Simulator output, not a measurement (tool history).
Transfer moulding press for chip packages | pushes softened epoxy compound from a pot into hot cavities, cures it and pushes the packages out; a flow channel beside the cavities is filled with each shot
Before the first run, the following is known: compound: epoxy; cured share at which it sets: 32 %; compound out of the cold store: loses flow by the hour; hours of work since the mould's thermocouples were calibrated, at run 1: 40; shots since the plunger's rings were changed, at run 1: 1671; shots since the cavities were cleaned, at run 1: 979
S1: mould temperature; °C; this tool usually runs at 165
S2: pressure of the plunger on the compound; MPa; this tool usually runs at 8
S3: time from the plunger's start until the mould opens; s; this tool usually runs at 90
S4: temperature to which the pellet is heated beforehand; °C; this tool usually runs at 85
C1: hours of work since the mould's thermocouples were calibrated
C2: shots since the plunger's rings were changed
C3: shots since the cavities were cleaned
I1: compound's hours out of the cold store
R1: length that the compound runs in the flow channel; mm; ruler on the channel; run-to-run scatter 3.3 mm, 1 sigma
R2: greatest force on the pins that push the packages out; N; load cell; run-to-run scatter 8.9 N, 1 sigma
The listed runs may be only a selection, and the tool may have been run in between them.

{"run": 1, "hour": 0.0, "S1": 165, "S2": 8, "S3": 90, "S4": 85, "C1": 40, "C2": 1671, "C3": 979, "I1": 34.3, "R1": 937, "R2": 555}
{"hour": 19.3, "done": "cavities cleaned with cleaning compound and waxed"}
{"run": 2, "hour": 25.7, "S1": 165, "S2": 8, "S3": 77, "S4": 85, "C1": 52, "C2": 1926, "C3": 67, "I1": 17, "R1": 997, "R2": 509}
{"run": 3, "hour": 71.1, "S1": 171, "S2": 8, "S3": 90, "S4": 85, "C1": 74, "C2": 2404, "C3": 545, "I1": 26.2, "R1": 945, "R2": 465}
{"run": 4, "hour": 92.6, "S1": 171, "S2": 8, "S3": 90, "S4": 85, "C1": 85, "C2": 2630, "C3": 771, "I1": 29.7, "R1": 934, "R2": 500}
{"hour": 129.9, "done": "cavities cleaned with cleaning compound and waxed"}
{"hour": 142.5, "done": "plunger's sealing rings changed"}
{"run": 5, "hour": 144.3, "S1": 171, "S2": 8, "S3": 90, "S4": 85, "C1": 108, "C2": 18, "C3": 125, "I1": 40.1, "R1": 923, "R2": 418}
{"run": 6, "hour": 169.9, "S1": 171, "S2": 8, "S3": 90, "S4": 85, "C1": 121, "C2": 288, "C3": 395, "I1": 39.1, "R1": 916, "R2": 453}
{"run": 7, "hour": 204.3, "S1": 171, "S2": 8, "S3": 90, "S4": 85, "C1": 138, "C2": 650, "C3": 757, "I1": 32.2, "R1": 937, "R2": 522}
{"run": 8, "hour": 226.7, "S1": 171, "S2": 8, "S3": 90, "S4": 85, "C1": 149, "C2": 886, "C3": 993, "I1": 14.5, "R1": 1000, "R2": 525}
{"hour": 243.6, "done": "cavities cleaned with cleaning compound and waxed"}
{"run": 9, "hour": 269.7, "S1": 165, "S2": 8, "S3": 90, "S4": 85, "C1": 169, "C2": 1323, "C3": 275, "I1": 11.2, "R1": 1026, "R2": 479}
{"run": 10, "hour": 314.1, "S1": 165, "S2": 8, "S3": 90, "S4": 85, "C1": 191, "C2": 1790, "C3": 742, "I1": 21.1, "R1": 979, "R2": 542}
{"hour": 353.1, "done": "cavities cleaned with cleaning compound and waxed"}
{"run": 11, "hour": 356.4, "S1": 165, "S2": 8, "S3": 90, "S4": 85, "C1": 211, "C2": 2220, "C3": 35, "I1": 14.2, "R1": 997, "R2": 431}
{"hour": 360.5, "done": "mould's thermocouples calibrated"}
{"run": 12, "hour": 394.2, "S1": 165, "S2": 8, "S3": 90, "S4": 85, "C1": 17, "C2": 2596, "C3": 411, "I1": 37.4, "R1": 921, "R2": 496}
{"run": 13, "hour": 437.5, "S1": 165, "S2": 6.62, "S3": 90, "S4": 85, "C1": 38, "C2": 3053, "C3": 868, "I1": 41, "R1": 827, "R2": 553}
{"hour": 447.7, "done": "plunger's sealing rings changed"}
{"hour": 469.6, "done": "cavities cleaned with cleaning compound and waxed"}
{"run": 14, "hour": 490.3, "S1": 165, "S2": 9.62, "S3": 90, "S4": 85, "C1": 62, "C2": 433, "C3": 217, "I1": 29.1, "R1": 1063, "R2": 460}
{"run": 15, "hour": 522.2, "S1": 165, "S2": 9.62, "S3": 90, "S4": 85, "C1": 78, "C2": 769, "C3": 553, "I1": 23.8, "R1": 1077, "R2": 507}
{"run": 16, "hour": 561.4, "S1": 165, "S2": 9.62, "S3": 90, "S4": 85, "C1": 97, "C2": 1182, "C3": 966, "I1": 20.3, "R1": 1093, "R2": 598}
{"hour": 581.6, "done": "cavities cleaned with cleaning compound and waxed"}
{"run": 17, "hour": 583.9, "S1": 165, "S2": 9.62, "S3": 90, "S4": 85, "C1": 107, "C2": 1403, "C3": 24, "I1": 24.5, "R1": 1068, "R2": 423}
{"run": 18, "hour": 610.7, "S1": 165, "S2": 9.62, "S3": 90, "S4": 85, "C1": 121, "C2": 1685, "C3": 306, "I1": 8.7, "R1": 1134, "R2": 485}
{"hour": 634.6, "done": "mould's thermocouples calibrated, once more"}
{"run": 19, "hour": 634.6, "S1": 165, "S2": 9.47, "S3": 71, "S4": 85, "C1": 0, "C2": 1916, "C3": 537, "I1": 27.7, "R1": 1046, "R2": 693}
{"run": 20, "hour": 658.1, "S1": 165, "S2": 8.59, "S3": 71, "S4": 88, "C1": 12, "C2": 2163, "C3": 784, "I1": 22.6, "R1": 1009, "R2": 741}
{"run": 21, "hour": 689.4, "S1": 165, "S2": 9.57, "S3": 71, "S4": 85, "C1": 27, "C2": 2493, "C3": 1114, "I1": 38.4, "R1": 1003, "R2": 784}
{"hour": 694.3, "done": "cavities cleaned with cleaning compound and waxed"}
{"run": 22, "hour": 734.8, "S1": 160, "S2": 8.86, "S3": 71, "S4": 85, "C1": 49, "C2": 2956, "C3": 427, "I1": 41, "R1": 972, "R2": 905}
{"hour": 751.2, "done": "plunger's sealing rings changed"}
{"run": 23, "hour": 768.0, "S1": 160, "S2": 8.86, "S3": 71, "S4": 85, "C1": 64, "C2": 177, "C3": 749, "I1": 18.2, "R1": 1080, "R2": 1057}
{"hour": 807.3, "done": "cavities cleaned with cleaning compound and waxed"}
{"run": 24, "hour": 812.7, "S1": 165, "S2": 8, "S3": 111, "S4": 76, "C1": 85, "C2": 632, "C3": 57, "I1": 17.3, "R1": 1008, "R2": 411}
{"run": 25, "hour": 856.4, "S1": 165, "S2": 6.23, "S3": 117, "S4": 87, "C1": 107, "C2": 1092, "C3": 517, "I1": 39.3, "R1": 818, "R2": 481}
{"run": 26, "hour": 885.2, "S1": 170, "S2": 6.23, "S3": 94, "S4": 87, "C1": 121, "C2": 1395, "C3": 820, "I1": 11.7, "R1": 891, "R2": 495}
{"hour": 918.2, "done": "cavities cleaned with cleaning compound and waxed"}
{"run": 27, "hour": 919.2, "S1": 170, "S2": 6.62, "S3": 81, "S4": 87, "C1": 137, "C2": 1737, "C3": 10, "I1": 16.9, "R1": 901, "R2": 391}
{"run": 28, "hour": 965.9, "S1": 170, "S2": 6.62, "S3": 81, "S4": 87, "C1": 160, "C2": 2230, "C3": 503, "I1": 25.8, "R1": 866, "R2": 480}
{"run": 29, "hour": 999.4, "S1": 160, "S2": 8, "S3": 90, "S4": 85, "C1": 176, "C2": 2582, "C3": 855, "I1": 10.6, "R1": 1037, "R2": 714}

3 ways to go on from here, each from the tool as it stands after run 29. What would each give?
{"hour": 1031.5, "done": "cavities cleaned with cleaning compound and waxed"}
{"run": "A", "hour": 1048.7, "S1": 160, "S2": 8, "S3": 117, "S4": 82, "C1": 200, "C2": 3085, "C3": 181, "I1": 34.7, "R1": "?", "R2": "?"}
{"hour": 1031.5, "done": "cavities cleaned with cleaning compound and waxed"}
{"run": "B", "hour": 1048.7, "S1": 160, "S2": 8.27, "S3": 90, "S4": 85, "C1": 200, "C2": 3085, "C3": 181, "I1": 23.1, "R1": "?", "R2": "?"}
{"hour": 1031.5, "done": "cavities cleaned with cleaning compound and waxed"}
{"run": "C", "hour": 1048.7, "S1": 158, "S2": 8, "S3": 90, "S4": 81, "C1": 200, "C2": 3085, "C3": 181, "I1": 22.2, "R1": "?", "R2": "?"}

run=A R1=946 R2=428
run=B R1=1001 R2=550
run=C R1=998 R2=627
With the hidden condition removed and each run's random variation left untouched, the same runs would have given:
run=A R1=969 R2=384
run=B R1=1025 R2=486
run=C R1=1023 R2=550
